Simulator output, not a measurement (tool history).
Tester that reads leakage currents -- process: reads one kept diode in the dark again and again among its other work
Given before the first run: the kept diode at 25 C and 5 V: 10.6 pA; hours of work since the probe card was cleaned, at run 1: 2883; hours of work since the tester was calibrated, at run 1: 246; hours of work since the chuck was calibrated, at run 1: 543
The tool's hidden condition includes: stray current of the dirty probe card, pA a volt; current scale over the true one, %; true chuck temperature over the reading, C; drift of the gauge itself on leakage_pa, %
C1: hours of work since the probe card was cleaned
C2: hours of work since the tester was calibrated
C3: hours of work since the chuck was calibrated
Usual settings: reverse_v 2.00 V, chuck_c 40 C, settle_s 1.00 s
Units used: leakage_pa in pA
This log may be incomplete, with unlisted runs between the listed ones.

{"run": 1, "hour": 0.0, "reverse_v": 2.0, "chuck_c": 40, "settle_s": 1.0, "C1": 2883, "C2": 246, "C3": 543, "leakage_pa": 30.22}
{"run": 2, "hour": 119.5, "reverse_v": 2.0, "chuck_c": 40, "settle_s": 1.0, "C1": 2959, "C2": 322, "C3": 619, "leakage_pa": 30.61}
{"hour": 161.8, "done": "probe card cleaned and baked"}
{"run": 3, "hour": 238.7, "reverse_v": 2.0, "chuck_c": 40, "settle_s": 1.0, "C1": 49, "C2": 397, "C3": 693, "leakage_pa": 25.41}
{"run": 4, "hour": 327.3, "reverse_v": 2.0, "chuck_c": 40, "settle_s": 1.0, "C1": 106, "C2": 453, "C3": 750, "leakage_pa": 25.55}
{"run": 5, "hour": 418.2, "reverse_v": 2.0, "chuck_c": 40, "settle_s": 1.0, "C1": 164, "C2": 511, "C3": 808, "leakage_pa": 25.72}
{"run": 6, "hour": 561.2, "reverse_v": 2.0, "chuck_c": 40, "settle_s": 1.0, "C1": 255, "C2": 603, "C3": 899, "leakage_pa": 25.69}
{"run": 7, "hour": 683.2, "reverse_v": 2.0, "chuck_c": 40, "settle_s": 1.0, "C1": 333, "C2": 680, "C3": 977, "leakage_pa": 26.07}
{"run": 8, "hour": 875.2, "reverse_v": 2.0, "chuck_c": 26, "settle_s": 1.0, "C1": 456, "C2": 803, "C3": 1100, "leakage_pa": 8.25}
{"run": 9, "hour": 1024.7, "reverse_v": 2.0, "chuck_c": 40, "settle_s": 1.0, "C1": 551, "C2": 899, "C3": 1195, "leakage_pa": 26.73}
{"run": 10, "hour": 1117.6, "reverse_v": 3.23, "chuck_c": 40, "settle_s": 1.0, "C1": 610, "C2": 958, "C3": 1254, "leakage_pa": 35.98}
{"hour": 1137.0, "done": "chuck's temperature calibrated"}
{"run": 11, "hour": 1264.7, "reverse_v": 3.23, "chuck_c": 40, "settle_s": 1.0, "C1": 703, "C2": 1051, "C3": 82, "leakage_pa": 35.05}
{"run": 12, "hour": 1374.1, "reverse_v": 3.23, "chuck_c": 40, "settle_s": 1.0, "C1": 773, "C2": 1120, "C3": 151, "leakage_pa": 35.52}
{"run": 13, "hour": 1505.9, "reverse_v": 3.23, "chuck_c": 40, "settle_s": 1.0, "C1": 857, "C2": 1205, "C3": 236, "leakage_pa": 35.73}
{"run": 14, "hour": 1644.7, "reverse_v": 6.68, "chuck_c": 40, "settle_s": 4.62, "C1": 946, "C2": 1293, "C3": 324, "leakage_pa": 55.95}
{"run": 15, "hour": 1761.2, "reverse_v": 6.68, "chuck_c": 40, "settle_s": 4.62, "C1": 1020, "C2": 1368, "C3": 399, "leakage_pa": 56.54}
{"run": 16, "hour": 1923.0, "reverse_v": 6.68, "chuck_c": 40, "settle_s": 4.62, "C1": 1123, "C2": 1471, "C3": 502, "leakage_pa": 57.19}
{"run": 17, "hour": 2068.6, "reverse_v": 4.98, "chuck_c": 40, "settle_s": 5.39, "C1": 1216, "C2": 1564, "C3": 595, "leakage_pa": 48.53}
{"run": 18, "hour": 2156.8, "reverse_v": 4.98, "chuck_c": 38, "settle_s": 0.88, "C1": 1273, "C2": 1620, "C3": 651, "leakage_pa": 42.35}
{"run": 19, "hour": 2273.7, "reverse_v": 4.98, "chuck_c": 38, "settle_s": 0.84, "C1": 1347, "C2": 1695, "C3": 726, "leakage_pa": 42.93}
{"run": 20, "hour": 2389.2, "reverse_v": 4.98, "chuck_c": 22, "settle_s": 0.84, "C1": 1421, "C2": 1769, "C3": 800, "leakage_pa": 15.3}
{"run": 21, "hour": 2523.4, "reverse_v": 2.0, "chuck_c": 58, "settle_s": 4.07, "C1": 1507, "C2": 1854, "C3": 885, "leakage_pa": 113.68}
{"run": 22, "hour": 2604.8, "reverse_v": 2.0, "chuck_c": 58, "settle_s": 4.07, "C1": 1559, "C2": 1906, "C3": 937, "leakage_pa": 114.75}
{"run": 23, "hour": 2728.1, "reverse_v": 2.0, "chuck_c": 28, "settle_s": 2.75, "C1": 1638, "C2": 1985, "C3": 1016, "leakage_pa": 11.84}
{"run": 24, "hour": 2889.4, "reverse_v": 7.45, "chuck_c": 25, "settle_s": 1.0, "C1": 1741, "C2": 2088, "C3": 1119, "leakage_pa": 26.69}
{"run": 25, "hour": 3013.1, "reverse_v": 2.35, "chuck_c": 29, "settle_s": 5.79, "C1": 1820, "C2": 2167, "C3": 1198, "leakage_pa": 14.61}

Predict each of these 3 candidate next runs independently; none follows another, all start after run 25:
{"run": "A", "hour": 3109.1, "reverse_v": 2.35, "chuck_c": 29, "settle_s": 5.28, "C1": 1881, "C2": 2228, "C3": 1259, "leakage_pa": "?"}
{"run": "B", "hour": 3109.1, "reverse_v": 1.01, "chuck_c": 40, "settle_s": 3.71, "C1": 1881, "C2": 2228, "C3": 1259, "leakage_pa": "?"}
{"run": "C", "hour": 3109.1, "reverse_v": 2.35, "chuck_c": 56, "settle_s": 5.79, "C1": 1881, "C2": 2228, "C3": 1259, "leakage_pa": "?"}

run=A leakage_pa=14.80
run=B leakage_pa=19.34
run=C leakage_pa=109.92
Take away the tool's hidden state, keep each run's random variation, and the runs would have read:
run=A leakage_pa=10.16
run=B leakage_pa=16.62
run=C leakage_pa=100.54
